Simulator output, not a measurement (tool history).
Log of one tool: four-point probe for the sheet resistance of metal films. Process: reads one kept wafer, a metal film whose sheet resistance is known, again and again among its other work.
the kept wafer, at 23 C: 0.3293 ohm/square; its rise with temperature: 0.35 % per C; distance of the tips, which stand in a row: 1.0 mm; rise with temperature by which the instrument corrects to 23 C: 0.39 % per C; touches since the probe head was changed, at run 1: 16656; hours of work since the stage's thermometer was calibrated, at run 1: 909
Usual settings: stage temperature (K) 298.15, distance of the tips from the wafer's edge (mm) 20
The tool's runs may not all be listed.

run,hour,stage temperature (K),distance of the tips from the wafer's edge (mm),touches since the probe head was changed,hours of work since the stage's thermometer was calibrated,sheet resistance as the instrument gives it (ohm/square)
1,0.0,298.15,20,16656,909,0.329990
2,36.0,298.15,20,17839,936,0.329869
3,75.4,298.15,5,19135,966,0.336294
4,114.8,298.15,5,20429,995,0.336386
5,155.0,298.15,5,21750,1026,0.336294
6,177.3,298.15,20,22485,1042,0.329713
7,204.3,298.15,20,23370,1062,0.329760
8,228.1,306.15,20,24152,1080,0.328597
9,262.5,300.15,20,25284,1106,0.329404
10,285.0,300.15,20,26022,1123,0.329369
11,322.4,293.15,20,27252,1151,0.330307
12,354.7,293.15,20,28315,1175,0.330159

Forecast run 13:
13,375.8,295.15,3,29007,1191,?

Run 13 gave sheet resistance as the instrument gives it (ohm/square) 0.348105.
Without the tool's hidden state the same run would have given sheet resistance as the instrument gives it (ohm/square) 0.348057.
